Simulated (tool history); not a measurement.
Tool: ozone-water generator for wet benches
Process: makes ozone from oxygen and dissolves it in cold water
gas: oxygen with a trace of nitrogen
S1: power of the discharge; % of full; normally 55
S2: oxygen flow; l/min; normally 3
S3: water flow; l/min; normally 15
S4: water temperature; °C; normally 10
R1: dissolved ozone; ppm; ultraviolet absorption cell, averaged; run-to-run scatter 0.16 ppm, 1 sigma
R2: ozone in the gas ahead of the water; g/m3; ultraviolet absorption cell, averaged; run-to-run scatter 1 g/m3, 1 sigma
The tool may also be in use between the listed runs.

run 1 hour=0 | S1=55 S2=3 S3=15 S4=10 | R1=18.5 R2=165.5
run 2 hour=48.5 | S1=55 S2=3 S3=15 S4=10 | R1=18.3 R2=164.9
run 3 hour=100.5 | S1=55 S2=3 S3=15 S4=10 | R1=18.4 R2=164.4
run 4 hour=176.3 | S1=55 S2=3 S3=15 S4=10 | R1=18.4 R2=165.7
run 5 hour=214 | S1=55 S2=3 S3=15 S4=10 | R1=18.3 R2=165.3
run 6 hour=260.4 | S1=55 S2=3 S3=15 S4=10 | R1=18.5 R2=165.7
run 7 hour=342.4 | S1=55 S2=3 S3=15 S4=10 | R1=18.2 R2=164.3
run 8 hour=396.4 | S1=55 S2=3 S3=15 S4=9 | R1=18.7 R2=165
run 9 hour=485.4 | S1=55 S2=3 S3=15 S4=9 | R1=18.5 R2=163.9
run 10 hour=553.8 | S1=55 S2=3.88 S3=15 S4=10 | R1=18.3 R2=138
run 11 hour=619.1 | S1=86 S2=3 S3=15 S4=10 | R1=23.5 R2=211.3
run 12 hour=687.3 | S1=55 S2=3 S3=15 S4=10 | R1=18.3 R2=165
run 13 hour=767.8 | S1=55 S2=3 S3=15 S4=10 | R1=18 R2=163.6
run 14 hour=830 | S1=55 S2=3 S3=15 S4=10 | R1=17.9 R2=162.6
run 15 hour=901.6 | S1=55 S2=3 S3=15 S4=10 | R1=18.5 R2=162.5
-- hour=924 water thermometer calibrated
run 16 hour=944.9 | S1=55 S2=3 S3=16 S4=10 | R1=17.1 R2=162
run 17 hour=991.5 | S1=52 S2=5.19 S3=10 S4=10 | R1=22.4 R2=109.1
run 18 hour=1062.3 | S1=52 S2=5.19 S3=10 S4=10 | R1=22.1 R2=109.4
run 19 hour=1148.3 | S1=97 S2=1.61 S3=15 S4=10 | R1=24 R2=335.7
run 20 hour=1231.3 | S1=45 S2=3 S3=15 S4=10 | R1=16.3 R2=143.4
run 21 hour=1288.1 | S1=55 S2=3 S3=15 S4=5 | R1=19.2 R2=162.9
run 22 hour=1344.2 | S1=55 S2=3 S3=15 S4=10 | R1=18 R2=160.9
run 23 hour=1429.9 | S1=67 S2=3 S3=15 S4=10 | R1=20.1 R2=181.2
run 24 hour=1500.5 | S1=67 S2=3 S3=15 S4=10 | R1=20 R2=179.7
run 25 hour=1590.3 | S1=45 S2=1.85 S3=12 S4=6 | R1=19.8 R2=199
run 26 hour=1651.9 | S1=55 S2=2.35 S3=15 S4=11 | R1=17.7 R2=189.9
run 27 hour=1700.8 | S1=55 S2=3.41 S3=15 S4=10 | R1=17.6 R2=146.8
run 28 hour=1745.3 | S1=50 S2=1.64 S3=15 S4=10 | R1=16.4 R2=227.1
run 29 hour=1807.5 | S1=55 S2=2.76 S3=13 S4=10 | R1=20.1 R2=170.9
run 30 hour=1877 | S1=66 S2=2.22 S3=13 S4=10 | R1=22.4 R2=217.4
run 31 hour=1922.9 | S1=68 S2=2.22 S3=13 S4=10 | R1=22.7 R2=222.6
run 32 hour=1975.6 | S1=42 S2=3.05 S3=13 S4=8 | R1=17.5 R2=136.8

Some steps in R1, run to run, broken into two amounts with sign: the step expected even without the hidden condition (settings, incoming material, random variation), and the rest, left for the hidden condition together with whatever gauge scatter is not in both the measured and the hidden-condition-free result:
Hidden state present: yield of the discharge, % of new electrodes'; contactor's efficiency, % of a clean one's; true water temperature over the reading, C; drift of the gauge itself on ozone_ppm, %; drift of the gauge itself on gas_g_m3, %.
Run 10 -> 11: S1 55 -> 86, S2 3.88 -> 3. R1 +5.2 ppm: hidden state -0.9, all else +6.1.
Run 16 -> 17: S1 55 -> 52, S2 3 -> 5.19, S3 16 -> 10. R1 +5.3 ppm: hidden state -0.4, all else +5.7.
Run 18 -> 19: S1 52 -> 97, S2 5.19 -> 1.61, S3 10 -> 15. R1 +1.9 ppm: hidden state -1.1, all else +3.
Run 19 -> 20: S1 97 -> 45, S2 1.61 -> 3. R1 -7.7 ppm: hidden state +1.6, all else -9.3.
Run 31 -> 32: S1 68 -> 42, S2 2.22 -> 3.05, S4 10 -> 8. R1 -5.2 ppm: hidden state +1.1, all else -6.3.

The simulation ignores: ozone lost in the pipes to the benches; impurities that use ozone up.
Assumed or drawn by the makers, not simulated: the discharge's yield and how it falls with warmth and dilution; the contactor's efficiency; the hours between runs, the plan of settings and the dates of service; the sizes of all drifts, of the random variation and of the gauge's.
